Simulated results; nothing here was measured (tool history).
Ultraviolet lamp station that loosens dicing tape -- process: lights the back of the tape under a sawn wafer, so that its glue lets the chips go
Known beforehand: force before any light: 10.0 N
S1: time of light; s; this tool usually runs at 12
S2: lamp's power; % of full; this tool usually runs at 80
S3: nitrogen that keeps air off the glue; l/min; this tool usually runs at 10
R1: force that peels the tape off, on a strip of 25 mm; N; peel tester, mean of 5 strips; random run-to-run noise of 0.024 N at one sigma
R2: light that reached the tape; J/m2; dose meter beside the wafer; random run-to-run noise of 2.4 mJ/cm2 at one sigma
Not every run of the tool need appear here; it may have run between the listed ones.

{"run": 1, "hour": 0.0, "S1": 12, "S2": 80, "S3": 10, "R1": 1.508, "R2": 2330}
{"run": 2, "hour": 17.2, "S1": 12, "S2": 80, "S3": 8, "R1": 1.694, "R2": 2310}
{"run": 3, "hour": 36.9, "S1": 12, "S2": 69, "S3": 8, "R1": 2.138, "R2": 1970}
{"run": 4, "hour": 56.1, "S1": 12, "S2": 91, "S3": 8, "R1": 1.402, "R2": 2560}
{"run": 5, "hour": 67.1, "S1": 12, "S2": 91, "S3": 8, "R1": 1.431, "R2": 2580}
{"run": 6, "hour": 80.7, "S1": 12, "S2": 80, "S3": 10, "R1": 1.633, "R2": 2280}
{"run": 7, "hour": 94.3, "S1": 12, "S2": 80, "S3": 4, "R1": 2.272, "R2": 2290}
{"run": 8, "hour": 114.2, "S1": 12, "S2": 80, "S3": 10, "R1": 1.677, "R2": 2230}
{"run": 9, "hour": 124.4, "S1": 12, "S2": 80, "S3": 10, "R1": 1.696, "R2": 2220}
{"run": 10, "hour": 138.1, "S1": 12, "S2": 80, "S3": 10, "R1": 1.713, "R2": 2210}
{"run": 11, "hour": 155.0, "S1": 12, "S2": 80, "S3": 10, "R1": 1.725, "R2": 2190}
{"run": 12, "hour": 173.2, "S1": 12, "S2": 80, "S3": 10, "R1": 1.778, "R2": 2220}
{"run": 13, "hour": 192.7, "S1": 12, "S2": 80, "S3": 10, "R1": 1.747, "R2": 2150}
{"run": 14, "hour": 207.2, "S1": 12, "S2": 80, "S3": 10, "R1": 1.772, "R2": 2130}
{"run": 15, "hour": 219.4, "S1": 12, "S2": 80, "S3": 17, "R1": 1.553, "R2": 2100}
{"run": 16, "hour": 239.1, "S1": 12, "S2": 80, "S3": 17, "R1": 1.525, "R2": 2120}
{"run": 17, "hour": 259.0, "S1": 12, "S2": 80, "S3": 17, "R1": 1.55, "R2": 2090}
{"run": 18, "hour": 269.8, "S1": 12, "S2": 63, "S3": 10, "R1": 2.623, "R2": 1660}
{"run": 19, "hour": 289.5, "S1": 12, "S2": 63, "S3": 6, "R1": 3.036, "R2": 1690}
{"run": 20, "hour": 305.8, "S1": 12, "S2": 70, "S3": 10, "R1": 2.361, "R2": 1830}
{"run": 21, "hour": 326.6, "S1": 12, "S2": 80, "S3": 10, "R1": 1.88, "R2": 2070}
{"run": 22, "hour": 342.2, "S1": 12, "S2": 77, "S3": 10, "R1": 2.04, "R2": 1980}
{"run": 23, "hour": 354.8, "S1": 7, "S2": 80, "S3": 7, "R1": 3.985, "R2": 1170}
{"run": 24, "hour": 369.3, "S1": 7, "S2": 61, "S3": 5, "R1": 5.408, "R2": 920}
{"hour": 379.1, "done": "window cleaned of glue's vapour"}
{"run": 25, "hour": 383.9, "S1": 14, "S2": 62, "S3": 10, "R1": 1.717, "R2": 2230}

Estimate the outcome of run 26 from the log above:
{"run": 26, "hour": 405.0, "S1": 14, "S2": 62, "S3": 10, "R1": "?", "R2": "?"}

{"run 26": {"R1": 1.737, "R2": 2170}}
Minus the tool's unlogged condition, the same run would have read R1 1.416 N, R2 2430 J/m2.
